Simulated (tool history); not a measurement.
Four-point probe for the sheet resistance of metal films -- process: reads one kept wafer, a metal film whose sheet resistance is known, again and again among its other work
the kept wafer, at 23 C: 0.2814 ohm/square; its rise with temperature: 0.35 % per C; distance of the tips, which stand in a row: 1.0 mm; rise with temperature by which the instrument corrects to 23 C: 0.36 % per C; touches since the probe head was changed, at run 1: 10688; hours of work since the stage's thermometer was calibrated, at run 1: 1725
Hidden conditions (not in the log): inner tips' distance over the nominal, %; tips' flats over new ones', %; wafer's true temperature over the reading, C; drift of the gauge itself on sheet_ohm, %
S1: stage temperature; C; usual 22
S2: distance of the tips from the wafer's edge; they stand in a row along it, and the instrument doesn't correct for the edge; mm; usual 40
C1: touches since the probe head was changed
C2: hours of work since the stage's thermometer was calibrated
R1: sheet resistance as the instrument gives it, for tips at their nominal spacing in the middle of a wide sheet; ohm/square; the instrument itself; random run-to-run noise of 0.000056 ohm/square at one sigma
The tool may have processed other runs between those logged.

run 1 hour=0 | S1=22 S2=40 | C1=10688 C2=1725 | R1=0.283012
run 2 hour=15.8 | S1=22 S2=13 | C1=11014 C2=1733 | R1=0.283751
run 3 hour=35.2 | S1=22 S2=13 | C1=11415 C2=1743 | R1=0.28388
run 4 hour=52.5 | S1=22 S2=13 | C1=11772 C2=1752 | R1=0.2838
run 5 hour=62.1 | S1=22 S2=38 | C1=11970 C2=1757 | R1=0.282987
run 6 hour=77.2 | S1=21 S2=40 | C1=12281 C2=1765 | R1=0.283037
run 7 hour=98.7 | S1=21 S2=40 | C1=12726 C2=1776 | R1=0.2831
run 8 hour=117.5 | S1=21 S2=40 | C1=13114 C2=1786 | R1=0.283123
run 9 hour=127.5 | S1=21 S2=40 | C1=13321 C2=1791 | R1=0.283034
run 10 hour=147 | S1=21 S2=40 | C1=13723 C2=1801 | R1=0.283112
run 11 hour=167.5 | S1=21 S2=40 | C1=14145 C2=1812 | R1=0.282961
run 12 hour=184.1 | S1=22 S2=40 | C1=14487 C2=1820 | R1=0.282912
run 13 hour=195.7 | S1=22 S2=40 | C1=14727 C2=1826 | R1=0.283056
run 14 hour=206.5 | S1=34 S2=40 | C1=14950 C2=1832 | R1=0.28253
run 15 hour=216.2 | S1=34 S2=40 | C1=15151 C2=1837 | R1=0.282512
run 16 hour=230.8 | S1=22 S2=70 | C1=15453 C2=1845 | R1=0.282924
run 17 hour=241.8 | S1=18 S2=30 | C1=15679 C2=1850 | R1=0.283211
run 18 hour=250.7 | S1=26 S2=10 | C1=15863 C2=1855 | R1=0.284266
run 19 hour=270.3 | S1=26 S2=5 | C1=16267 C2=1865 | R1=0.288559
run 20 hour=287.5 | S1=26 S2=5 | C1=16623 C2=1874 | R1=0.288594
-- hour=289 stage's thermometer calibrated
run 21 hour=296.8 | S1=26 S2=5 | C1=16803 C2=4 | R1=0.288761
run 22 hour=310.8 | S1=31 S2=21 | C1=17092 C2=11 | R1=0.28296
run 23 hour=327.7 | S1=21 S2=27 | C1=17442 C2=20 | R1=0.283169
run 24 hour=347 | S1=21 S2=27 | C1=17841 C2=30 | R1=0.283137
-- hour=350.3 stage's thermometer calibrated, once more
run 25 hour=366.8 | S1=30 S2=67 | C1=18239 C2=9 | R1=0.282267
run 26 hour=376.7 | S1=25 S2=72 | C1=18444 C2=14 | R1=0.282543
run 27 hour=386.1 | S1=25 S2=72 | C1=18636 C2=19 | R1=0.282543
run 28 hour=395.5 | S1=22 S2=19 | C1=18830 C2=23 | R1=0.283018
run 29 hour=409 | S1=24 S2=15 | C1=19108 C2=30 | R1=0.283152

Alternative continuations, all from the tool just after run 29; predict every row:
run A hour=419.7 | S1=27 S2=29 | C1=19331 C2=36 | R1=?
run B hour=419.7 | S1=24 S2=15 | C1=19331 C2=36 | R1=?
run C hour=419.7 | S1=32 S2=40 | C1=19331 C2=36 | R1=?
run D hour=419.7 | S1=19 S2=22 | C1=19331 C2=36 | R1=?
run E hour=419.7 | S1=32 S2=3 | C1=19331 C2=36 | R1=?

run=A R1=0.282601
run=B R1=0.283131
run=C R1=0.282321
run=D R1=0.282885
run=E R1=0.29812
The same runs, with their run-to-run variation unchanged, on a tool lacking any hidden condition would have given:
run=A R1=0.28149
run=B R1=0.282019
run=C R1=0.281212
run=D R1=0.281773
run=E R1=0.296954
